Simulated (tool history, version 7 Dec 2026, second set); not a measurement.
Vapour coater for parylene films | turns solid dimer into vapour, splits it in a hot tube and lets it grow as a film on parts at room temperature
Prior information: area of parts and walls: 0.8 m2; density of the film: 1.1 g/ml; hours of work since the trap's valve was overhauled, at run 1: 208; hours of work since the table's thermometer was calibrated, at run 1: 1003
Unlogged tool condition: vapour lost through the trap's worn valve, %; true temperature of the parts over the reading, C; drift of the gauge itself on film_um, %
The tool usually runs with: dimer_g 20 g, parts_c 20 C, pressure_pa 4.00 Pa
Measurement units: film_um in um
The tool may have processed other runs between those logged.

run,hour,dimer_g,parts_c,pressure_pa,hours of work since the trap's valve was overhauled,hours of work since the table's thermometer was calibrated,film_um
1,0.0,20,20,4.00,208,1003,12.44
2,26.6,20,20,4.00,228,1023,12.04
3,51.1,20,20,4.00,245,1041,12.31
4,96.5,20,20,8.98,278,1073,10.88
# hour 137.4: trap's valve overhauled
5,144.6,20,20,8.98,5,1105,11.87
6,171.2,20,20,8.98,24,1125,11.78
7,194.7,20,20,4.00,42,1142,13.05
8,235.0,30,20,4.00,71,1171,19.71
9,267.1,20,20,4.00,94,1194,13.00
10,292.5,20,20,6.04,112,1213,12.31
11,318.9,27,20,6.04,131,1232,16.33
12,360.9,27,20,6.04,162,1262,16.18
13,387.4,27,20,6.04,181,1281,15.92
14,427.0,27,20,6.04,210,1310,15.89
15,453.0,27,20,6.04,229,1329,15.49
16,492.6,19,15,4.80,257,1357,12.04
17,531.9,19,15,4.80,286,1386,12.22
18,555.4,19,15,5.71,303,1403,11.87
# hour 563.6: trap's valve overhauled
19,589.4,26,20,9.72,19,1425,15.22
20,629.7,26,20,9.72,48,1454,15.32
21,675.0,18,20,11.96,81,1487,10.18
22,716.0,18,20,11.96,110,1516,9.98
23,755.1,18,20,11.96,139,1545,9.76
24,778.4,11,16,7.06,156,1562,6.80
25,813.3,31,24,2.61,181,1587,19.08
26,856.4,27,24,2.25,212,1618,16.64
27,877.6,27,24,2.25,227,1634,16.56

Measured less the same run without the tool's hidden state. The same run-to-run variation is in both; the gauge's scatter may not be:
run,film_um
1,-0.92
2,-0.99
3,-1.10
4,-1.12
5,-0.04
6,-0.12
7,-0.22
8,-0.53
9,-0.47
10,-0.52
11,-0.80
12,-0.99
13,-1.08
14,-1.24
15,-1.34
16,-1.18
17,-1.33
18,-1.38
19,-0.16
20,-0.31
21,-0.32
22,-0.42
23,-0.51
24,-0.40
25,-1.30
26,-1.33
27,-1.42
